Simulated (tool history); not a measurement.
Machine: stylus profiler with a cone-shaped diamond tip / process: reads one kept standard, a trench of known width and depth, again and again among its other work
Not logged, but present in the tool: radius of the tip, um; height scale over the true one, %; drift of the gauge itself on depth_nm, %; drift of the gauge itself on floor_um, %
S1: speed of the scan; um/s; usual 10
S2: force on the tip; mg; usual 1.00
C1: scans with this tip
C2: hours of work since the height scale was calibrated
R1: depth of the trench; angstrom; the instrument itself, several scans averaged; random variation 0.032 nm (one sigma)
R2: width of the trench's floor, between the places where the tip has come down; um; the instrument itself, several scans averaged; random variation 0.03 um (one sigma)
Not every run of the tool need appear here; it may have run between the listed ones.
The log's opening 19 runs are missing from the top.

run	hour	S1	S2	C1	C2	R1	R2
20	501.4	35	1.19	4203	333	1007.1	27.59
21	527.6	4	0.82	4429	351	1006.0	27.74
22	564.0	31	0.82	4743	375	1006.2	27.58
23	600.0	2	1.80	5053	400	1008.9	27.74
24	619.6	27	1.00	5222	413	1007.2	27.50
25	646.5	27	1.00	5454	432	1006.6	27.54
26	675.8	20	0.35	5706	452	1004.1	27.48
27	699.4	10	1.23	5910	468	1007.6	27.58
28	727.8	10	0.74	6154	487	1006.1	27.57
29	760.3	10	0.74	6435	509	1006.0	27.60
30	787.3	16	1.07	6668	528	1007.7	27.54
31	814.2	16	1.07	6899	546	1007.1	27.50
32	850.6	22	0.54	7214	571	1005.7	27.47

Predict each of these 5 candidate next runs independently; none follows another, all start after run 32:
A	882.4	8	0.88	7487	593	?	?
B	882.4	4	2.95	7487	593	?	?
C	882.4	30	0.84	7487	593	?	?
D	882.4	2	1.00	7487	593	?	?
E	882.4	17	0.61	7487	593	?	?

run	R1	R2
A	1006.8	27.51
B	1013.8	27.54
C	1006.6	27.39
D	1007.6	27.57
E	1006.0	27.48
Take away the tool's hidden state, keep each run's random variation, and the runs would have read:
run	R1	R2
A	1004.5	27.96
B	1011.4	27.99
C	1004.3	27.84
D	1005.3	28.02
E	1003.7	27.93
